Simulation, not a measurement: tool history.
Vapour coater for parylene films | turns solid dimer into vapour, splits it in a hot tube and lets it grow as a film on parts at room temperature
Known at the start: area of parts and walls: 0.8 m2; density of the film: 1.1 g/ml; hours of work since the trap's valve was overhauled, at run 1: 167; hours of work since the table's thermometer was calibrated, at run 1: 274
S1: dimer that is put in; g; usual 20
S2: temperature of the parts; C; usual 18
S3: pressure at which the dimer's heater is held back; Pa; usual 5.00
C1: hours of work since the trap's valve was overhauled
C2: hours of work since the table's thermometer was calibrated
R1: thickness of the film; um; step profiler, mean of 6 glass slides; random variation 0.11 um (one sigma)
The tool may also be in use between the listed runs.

{"run": 1, "day": 0.0, "S1": 20, "S2": 18, "S3": 5.0, "C1": 167, "C2": 274, "R1": 12.54}
{"run": 2, "day": 1.767, "S1": 20, "S2": 19, "S3": 5.0, "C1": 186, "C2": 292, "R1": 11.84}
{"run": 3, "day": 3.912, "S1": 14, "S2": 19, "S3": 5.0, "C1": 208, "C2": 315, "R1": 8.28}
{"run": 4, "day": 5.0, "S1": 14, "S2": 19, "S3": 5.0, "C1": 219, "C2": 326, "R1": 8.26}
{"run": 5, "day": 6.167, "S1": 14, "S2": 19, "S3": 5.0, "C1": 231, "C2": 338, "R1": 8.19}
{"run": 6, "day": 8.042, "S1": 14, "S2": 19, "S3": 4.56, "C1": 251, "C2": 357, "R1": 8.29}
{"run": 7, "day": 9.942, "S1": 14, "S2": 19, "S3": 4.56, "C1": 271, "C2": 377, "R1": 8.28}
{"run": 8, "day": 10.933, "S1": 20, "S2": 18, "S3": 5.0, "C1": 281, "C2": 387, "R1": 12.28}
{"run": 9, "day": 12.171, "S1": 20, "S2": 18, "S3": 5.0, "C1": 294, "C2": 400, "R1": 12.34}
{"run": 10, "day": 13.267, "S1": 20, "S2": 27, "S3": 5.0, "C1": 305, "C2": 412, "R1": 7.83}
{"run": 11, "day": 14.496, "S1": 20, "S2": 27, "S3": 5.0, "C1": 318, "C2": 424, "R1": 7.66}
{"run": 12, "day": 16.046, "S1": 20, "S2": 27, "S3": 5.0, "C1": 334, "C2": 440, "R1": 7.54}
{"run": 13, "day": 18.021, "S1": 21, "S2": 27, "S3": 5.0, "C1": 354, "C2": 461, "R1": 8.06}
{"run": 14, "day": 19.846, "S1": 21, "S2": 27, "S3": 5.0, "C1": 373, "C2": 480, "R1": 8.03}
{"run": 15, "day": 21.254, "S1": 21, "S2": 18, "S3": 9.43, "C1": 388, "C2": 494, "R1": 10.67}
{"day": 22.1, "done": "trap's valve overhauled"}
{"run": 16, "day": 23.004, "S1": 21, "S2": 18, "S3": 9.43, "C1": 9, "C2": 511, "R1": 11.59}
{"run": 17, "day": 24.667, "S1": 21, "S2": 18, "S3": 9.43, "C1": 27, "C2": 528, "R1": 11.55}
{"run": 18, "day": 26.758, "S1": 20, "S2": 18, "S3": 6.53, "C1": 48, "C2": 550, "R1": 11.97}
{"run": 19, "day": 27.812, "S1": 27, "S2": 11, "S3": 3.14, "C1": 59, "C2": 561, "R1": 27.21}
{"run": 20, "day": 29.788, "S1": 27, "S2": 11, "S3": 3.14, "C1": 80, "C2": 581, "R1": 26.79}
{"run": 21, "day": 30.858, "S1": 16, "S2": 22, "S3": 3.49, "C1": 91, "C2": 592, "R1": 9.15}
{"run": 22, "day": 32.646, "S1": 11, "S2": 18, "S3": 11.72, "C1": 109, "C2": 611, "R1": 5.61}
{"run": 23, "day": 33.758, "S1": 33, "S2": 13, "S3": 7.62, "C1": 121, "C2": 623, "R1": 23.75}
{"run": 24, "day": 35.525, "S1": 9, "S2": 21, "S3": 5.0, "C1": 139, "C2": 641, "R1": 4.9}
{"run": 25, "day": 37.638, "S1": 29, "S2": 21, "S3": 5.0, "C1": 161, "C2": 663, "R1": 15.54}
{"run": 26, "day": 39.633, "S1": 29, "S2": 21, "S3": 5.0, "C1": 182, "C2": 684, "R1": 15.67}

3 ways to go on from here, each from the tool as it stands after run 26. What would each give?
{"run": "A", "day": 40.583, "S1": 29, "S2": 21, "S3": 4.39, "C1": 192, "C2": 693, "R1": "?"}
{"run": "B", "day": 40.583, "S1": 20, "S2": 17, "S3": 5.0, "C1": 192, "C2": 693, "R1": "?"}
{"run": "C", "day": 40.583, "S1": 22, "S2": 23, "S3": 5.0, "C1": 192, "C2": 693, "R1": "?"}

run=A R1=16.04
run=B R1=12.81
run=C R1=10.63
Without the tool's hidden state the same runs would have given:
run=A R1=17.47
run=B R1=13.95
run=C R1=11.58
